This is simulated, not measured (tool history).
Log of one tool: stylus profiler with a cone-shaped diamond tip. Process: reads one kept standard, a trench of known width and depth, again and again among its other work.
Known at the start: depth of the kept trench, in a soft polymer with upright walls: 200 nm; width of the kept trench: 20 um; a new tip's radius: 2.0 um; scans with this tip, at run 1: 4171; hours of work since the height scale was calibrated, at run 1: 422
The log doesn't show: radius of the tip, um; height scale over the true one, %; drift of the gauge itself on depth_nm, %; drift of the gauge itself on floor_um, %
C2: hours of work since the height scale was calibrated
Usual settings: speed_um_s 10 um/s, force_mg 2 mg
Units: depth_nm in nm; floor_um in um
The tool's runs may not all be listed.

run 1 day=0.000 | speed_um_s=10 force_mg=2 | scans_with_this_tip=4171 C2=422 | depth_nm=200.68 floor_um=18.05
run 2 day=0.812 | speed_um_s=10 force_mg=2 | scans_with_this_tip=4323 C2=437 | depth_nm=200.72 floor_um=17.95
run 3 day=1.579 | speed_um_s=10 force_mg=2 | scans_with_this_tip=4468 C2=452 | depth_nm=200.57 floor_um=17.98
run 4 day=2.475 | speed_um_s=10 force_mg=2 | scans_with_this_tip=4636 C2=469 | depth_nm=200.57 floor_um=18.01
run 5 day=3.321 | speed_um_s=10 force_mg=2 | scans_with_this_tip=4795 C2=485 | depth_nm=200.66 floor_um=17.98
run 6 day=4.558 | speed_um_s=10 force_mg=2 | scans_with_this_tip=5027 C2=509 | depth_nm=200.60 floor_um=17.98
run 7 day=5.708 | speed_um_s=10 force_mg=2 | scans_with_this_tip=5244 C2=531 | depth_nm=200.53 floor_um=17.98
-- day=5.858 height scale calibrated on a step standard
run 8 day=6.954 | speed_um_s=10 force_mg=2 | scans_with_this_tip=5474 C2=21 | depth_nm=200.50 floor_um=17.91

The next listed run, before its measurement:
run 9 day=7.550 | speed_um_s=5 force_mg=2 | scans_with_this_tip=5586 C2=32 | depth_nm=? floor_um=?

Run 9 gave depth_nm 200.52 nm, floor_um 17.90 um.
Without the tool's hidden state the same run would have given depth_nm 200.95 nm, floor_um 18.20 um.
